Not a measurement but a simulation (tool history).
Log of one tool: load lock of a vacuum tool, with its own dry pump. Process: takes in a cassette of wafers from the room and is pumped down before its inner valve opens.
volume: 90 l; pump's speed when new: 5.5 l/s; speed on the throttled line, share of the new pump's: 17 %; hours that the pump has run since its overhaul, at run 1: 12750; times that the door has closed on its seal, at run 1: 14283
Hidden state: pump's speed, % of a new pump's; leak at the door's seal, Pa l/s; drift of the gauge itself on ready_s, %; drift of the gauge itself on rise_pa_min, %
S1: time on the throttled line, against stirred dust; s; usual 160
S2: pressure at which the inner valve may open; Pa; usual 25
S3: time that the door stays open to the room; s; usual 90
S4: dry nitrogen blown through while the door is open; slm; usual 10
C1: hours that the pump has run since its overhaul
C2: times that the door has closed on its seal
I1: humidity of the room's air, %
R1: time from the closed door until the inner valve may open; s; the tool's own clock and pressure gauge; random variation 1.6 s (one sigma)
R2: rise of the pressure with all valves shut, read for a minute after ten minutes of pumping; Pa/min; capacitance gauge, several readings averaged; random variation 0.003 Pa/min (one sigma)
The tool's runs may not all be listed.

run 1 hour=0.0 | S1=160 S2=25 S3=90 S4=10 | C1=12750 C2=14283 | I1=44.8 | R1=278.1 R2=0.051
run 2 hour=107.7 | S1=160 S2=25 S3=90 S4=10 | C1=12858 C2=14610 | I1=47.3 | R1=283.3 R2=0.052
run 3 hour=215.0 | S1=160 S2=25 S3=101 S4=10 | C1=12965 C2=14936 | I1=45.5 | R1=277.0 R2=0.052
run 4 hour=356.6 | S1=160 S2=25 S3=101 S4=10 | C1=13106 C2=15366 | I1=44.3 | R1=280.4 R2=0.057
run 5 hour=523.8 | S1=160 S2=25 S3=90 S4=10 | C1=13274 C2=15874 | I1=48.1 | R1=278.0 R2=0.059
run 6 hour=645.1 | S1=160 S2=25 S3=90 S4=10 | C1=13395 C2=16243 | I1=46.0 | R1=280.4 R2=0.054
run 7 hour=747.9 | S1=190 S2=25 S3=90 S4=10 | C1=13498 C2=16555 | I1=42.7 | R1=303.0 R2=0.047
run 8 hour=923.8 | S1=190 S2=25 S3=90 S4=10 | C1=13674 C2=17089 | I1=48.8 | R1=302.9 R2=0.059
run 9 hour=1098.8 | S1=160 S2=25 S3=90 S4=6 | C1=13849 C2=17621 | I1=44.3 | R1=283.5 R2=0.054
run 10 hour=1209.1 | S1=160 S2=25 S3=79 S4=12 | C1=13959 C2=17956 | I1=46.5 | R1=280.4 R2=0.052
run 11 hour=1285.0 | S1=160 S2=28 S3=79 S4=12 | C1=14035 C2=18187 | I1=45.4 | R1=278.3 R2=0.054
run 12 hour=1390.0 | S1=160 S2=28 S3=79 S4=12 | C1=14140 C2=18506 | I1=44.9 | R1=280.6 R2=0.056
run 13 hour=1541.0 | S1=160 S2=28 S3=79 S4=12 | C1=14291 C2=18964 | I1=49.0 | R1=279.7 R2=0.055
run 14 hour=1671.6 | S1=152 S2=31 S3=43 S4=4 | C1=14421 C2=19361 | I1=48.3 | R1=270.3 R2=0.052
run 15 hour=1825.9 | S1=152 S2=31 S3=43 S4=4 | C1=14576 C2=19830 | I1=45.0 | R1=272.2 R2=0.055
run 16 hour=1918.2 | S1=160 S2=33 S3=89 S4=10 | C1=14668 C2=20110 | I1=45.0 | R1=275.7 R2=0.060
run 17 hour=2050.1 | S1=160 S2=33 S3=89 S4=10 | C1=14800 C2=20511 | I1=42.5 | R1=276.7 R2=0.056

Forecast each of these 3 alternatives for the next run:
run A hour=2190.1 | S1=160 S2=25 S3=90 S4=32 | C1=14940 C2=20936 | I1=44.6 | R1=? R2=?
run B hour=2190.1 | S1=276 S2=20 S3=41 S4=10 | C1=14940 C2=20936 | I1=43.4 | R1=? R2=?
run C hour=2190.1 | S1=160 S2=25 S3=90 S4=11 | C1=14940 C2=20936 | I1=42.8 | R1=? R2=?

run=A R1=280.2 R2=0.044
run=B R1=378.7 R2=0.048
run=C R1=281.8 R2=0.052
Without the tool's hidden state the same runs would have given:
run=A R1=266.2 R2=0.022
run=B R1=366.7 R2=0.026
run=C R1=267.8 R2=0.031
